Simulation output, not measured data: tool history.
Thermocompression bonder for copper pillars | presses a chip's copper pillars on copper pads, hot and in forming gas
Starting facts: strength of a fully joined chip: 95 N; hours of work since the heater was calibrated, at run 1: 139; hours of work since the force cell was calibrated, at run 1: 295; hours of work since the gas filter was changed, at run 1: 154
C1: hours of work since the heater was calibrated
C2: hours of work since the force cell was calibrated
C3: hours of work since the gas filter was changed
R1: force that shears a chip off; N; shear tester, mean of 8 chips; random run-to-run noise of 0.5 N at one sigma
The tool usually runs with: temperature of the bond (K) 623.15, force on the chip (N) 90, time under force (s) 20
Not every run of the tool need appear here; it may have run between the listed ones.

Run 1, hour 0: usual settings; C1 139; C2 295; C3 154. Result: R1 62.4 N.
Run 2, hour 9.1: usual settings; C1 145; C2 301; C3 160. Result: R1 63 N.
At hour 17.6: forming gas filter changed.
Run 3, hour 22.5: usual settings; C1 154; C2 309; C3 3. Result: R1 68 N.
Run 4, hour 34.7: usual settings; C1 161; C2 317; C3 11. Result: R1 68.1 N.
Run 5, hour 43.6: usual settings but force on the chip (N) 59; C1 167; C2 323; C3 17. Result: R1 51.1 N.
Run 6, hour 58.2: usual settings but temperature of the bond (K) 644.15; C1 176; C2 332; C3 26. Result: R1 77.7 N.
Run 7, hour 68.4: usual settings; C1 183; C2 338; C3 32. Result: R1 67.5 N.
Run 8, hour 86.6: usual settings but temperature of the bond (K) 650.15, force on the chip (N) 83, time under force (s) 60; C1 195; C2 350; C3 44. Result: R1 87.5 N.
Run 9, hour 99.2: usual settings but temperature of the bond (K) 647.15, force on the chip (N) 58, time under force (s) 22; C1 203; C2 358; C3 52. Result: R1 63.7 N.
Run 10, hour 110.5: usual settings but temperature of the bond (K) 647.15, force on the chip (N) 58, time under force (s) 22; C1 210; C2 365; C3 59. Result: R1 63.4 N.
Run 11, hour 122: usual settings but force on the chip (N) 108, time under force (s) 30; C1 217; C2 373; C3 67. Result: R1 79.2 N.
Run 12, hour 134: usual settings but force on the chip (N) 108, time under force (s) 30; C1 225; C2 380; C3 74. Result: R1 78.3 N.
Run 13, hour 148.3: usual settings but temperature of the bond (K) 651.15; C1 234; C2 389; C3 83. Result: R1 78.2 N.
Run 14, hour 164.9: usual settings but temperature of the bond (K) 625.15, force on the chip (N) 85, time under force (s) 15; C1 244; C2 400; C3 94. Result: R1 58.9 N.

Below are 5 alternative next runs, each starting from the tool's condition after run 14. Predict each:
Run A, hour 180.8: usual settings but temperature of the bond (K) 629.15, force on the chip (N) 85, time under force (s) 41; C1 255; C2 410; C3 104. Result: R1 ?.
Run B, hour 180.8: usual settings but temperature of the bond (K) 601.15, force on the chip (N) 85, time under force (s) 34; C1 255; C2 410; C3 104. Result: R1 ?.
Run C, hour 180.8: usual settings but temperature of the bond (K) 653.15, force on the chip (N) 105, time under force (s) 26; C1 255; C2 410; C3 104. Result: R1 ?.
Run D, hour 180.8: usual settings but temperature of the bond (K) 625.15, force on the chip (N) 66, time under force (s) 15; C1 255; C2 410; C3 104. Result: R1 ?.
Run E, hour 180.8: usual settings but temperature of the bond (K) 600.15, time under force (s) 27; C1 255; C2 410; C3 104. Result: R1 ?.

run    R1
  A    77
  B  60.6
  C  83.6
  D  50.5
  E  57.8
Take away the tool's hidden state, keep each run's random variation, and the runs would have read:
run    R1
  A  79.6
  B  61.5
  C  87.3
  D  50.9
  E  58.5
